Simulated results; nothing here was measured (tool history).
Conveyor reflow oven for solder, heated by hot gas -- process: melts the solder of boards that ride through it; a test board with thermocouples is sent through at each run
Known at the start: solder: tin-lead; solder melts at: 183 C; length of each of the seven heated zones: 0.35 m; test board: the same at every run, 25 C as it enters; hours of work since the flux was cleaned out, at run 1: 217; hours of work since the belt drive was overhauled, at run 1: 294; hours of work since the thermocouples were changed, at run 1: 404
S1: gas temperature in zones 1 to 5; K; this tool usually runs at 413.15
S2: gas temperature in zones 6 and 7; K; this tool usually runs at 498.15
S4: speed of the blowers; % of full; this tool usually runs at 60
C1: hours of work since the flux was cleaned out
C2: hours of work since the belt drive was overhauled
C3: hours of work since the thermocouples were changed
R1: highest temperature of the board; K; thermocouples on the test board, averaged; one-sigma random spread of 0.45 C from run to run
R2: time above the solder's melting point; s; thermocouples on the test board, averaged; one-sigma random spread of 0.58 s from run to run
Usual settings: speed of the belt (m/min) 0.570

run 1 hour=0.0 | S1=413.15 S2=498.15 speed_of_the_belt_(m/min)=0.570 S4=60 | C1=217 C2=294 C3=404 | R1=482.05 R2=48.6
run 2 hour=16.5 | S1=402.15 S2=498.15 speed_of_the_belt_(m/min)=0.570 S4=60 | C1=229 C2=306 C3=416 | R1=479.25 R2=41.6
run 3 hour=35.6 | S1=402.15 S2=498.15 speed_of_the_belt_(m/min)=0.570 S4=60 | C1=243 C2=320 C3=430 | R1=479.85 R2=41.8
run 4 hour=54.7 | S1=424.15 S2=498.15 speed_of_the_belt_(m/min)=0.570 S4=60 | C1=257 C2=334 C3=444 | R1=483.75 R2=55.7
run 5 hour=76.1 | S1=424.15 S2=498.15 speed_of_the_belt_(m/min)=0.570 S4=60 | C1=272 C2=350 C3=459 | R1=483.85 R2=55.1
run 6 hour=90.9 | S1=413.15 S2=498.15 speed_of_the_belt_(m/min)=0.570 S4=71 | C1=283 C2=360 C3=470 | R1=484.25 R2=51.9
run 7 hour=110.9 | S1=413.15 S2=498.15 speed_of_the_belt_(m/min)=0.570 S4=71 | C1=298 C2=375 C3=485 | R1=483.65 R2=50.8
run 8 hour=127.0 | S1=413.15 S2=498.15 speed_of_the_belt_(m/min)=0.620 S4=71 | C1=309 C2=387 C3=496 | R1=481.55 R2=44.7
run 9 hour=137.6 | S1=413.15 S2=498.15 speed_of_the_belt_(m/min)=0.620 S4=71 | C1=317 C2=394 C3=504 | R1=481.15 R2=43.7
run 10 hour=159.5 | S1=413.15 S2=498.15 speed_of_the_belt_(m/min)=0.620 S4=71 | C1=333 C2=410 C3=520 | R1=481.45 R2=43.8
run 11 hour=181.7 | S1=413.15 S2=494.15 speed_of_the_belt_(m/min)=0.570 S4=60 | C1=349 C2=426 C3=536 | R1=477.65 R2=44.1
run 12 hour=198.1 | S1=413.15 S2=494.15 speed_of_the_belt_(m/min)=0.570 S4=60 | C1=361 C2=438 C3=548 | R1=477.55 R2=45.0
run 13 hour=219.1 | S1=413.15 S2=494.15 speed_of_the_belt_(m/min)=0.570 S4=60 | C1=376 C2=454 C3=563 | R1=478.25 R2=45.1
-- hour=228.7 flux residue cleaned out of gas plates and filters
run 14 hour=238.6 | S1=413.15 S2=494.15 speed_of_the_belt_(m/min)=0.570 S4=60 | C1=7 C2=464 C3=574 | R1=477.75 R2=44.2
run 15 hour=258.0 | S1=413.15 S2=498.15 speed_of_the_belt_(m/min)=0.572 S4=85 | C1=21 C2=478 C3=588 | R1=485.95 R2=52.9
run 16 hour=275.7 | S1=413.15 S2=506.15 speed_of_the_belt_(m/min)=0.572 S4=85 | C1=34 C2=491 C3=601 | R1=493.35 R2=59.0
run 17 hour=293.3 | S1=428.15 S2=498.15 speed_of_the_belt_(m/min)=0.510 S4=60 | C1=47 C2=504 C3=614 | R1=487.45 R2=67.5
run 18 hour=316.2 | S1=428.15 S2=498.15 speed_of_the_belt_(m/min)=0.510 S4=60 | C1=64 C2=521 C3=630 | R1=487.45 R2=67.4
run 19 hour=338.7 | S1=428.15 S2=498.15 speed_of_the_belt_(m/min)=0.510 S4=60 | C1=80 C2=537 C3=647 | R1=487.75 R2=67.5
run 20 hour=353.1 | S1=428.15 S2=498.15 speed_of_the_belt_(m/min)=0.510 S4=60 | C1=90 C2=547 C3=657 | R1=487.65 R2=68.0
run 21 hour=378.1 | S1=428.15 S2=498.15 speed_of_the_belt_(m/min)=0.510 S4=60 | C1=109 C2=565 C3=675 | R1=486.65 R2=67.2
run 22 hour=396.9 | S1=413.15 S2=509.15 speed_of_the_belt_(m/min)=0.576 S4=85 | C1=122 C2=579 C3=689 | R1=495.55 R2=58.7
run 23 hour=410.9 | S1=413.15 S2=512.15 speed_of_the_belt_(m/min)=0.576 S4=87 | C1=132 C2=589 C3=699 | R1=498.45 R2=60.2
run 24 hour=428.8 | S1=407.15 S2=498.15 speed_of_the_belt_(m/min)=0.570 S4=60 | C1=145 C2=602 C3=712 | R1=479.55 R2=45.4
run 25 hour=442.7 | S1=413.15 S2=498.15 speed_of_the_belt_(m/min)=0.673 S4=86 | C1=155 C2=612 C3=722 | R1=481.15 R2=39.4

Estimate the outcome of run 26 from the log above:
run 26 hour=456.6 | S1=413.15 S2=498.15 speed_of_the_belt_(m/min)=0.595 S4=82 | C1=166 C2=623 C3=732 | R1=? R2=?

For run 26 the tool returned R1 484.25 K, R2 50.2 s.
Had the tool carried no hidden state, the very same run would have given R1 484.45 K, R2 50.4 s.
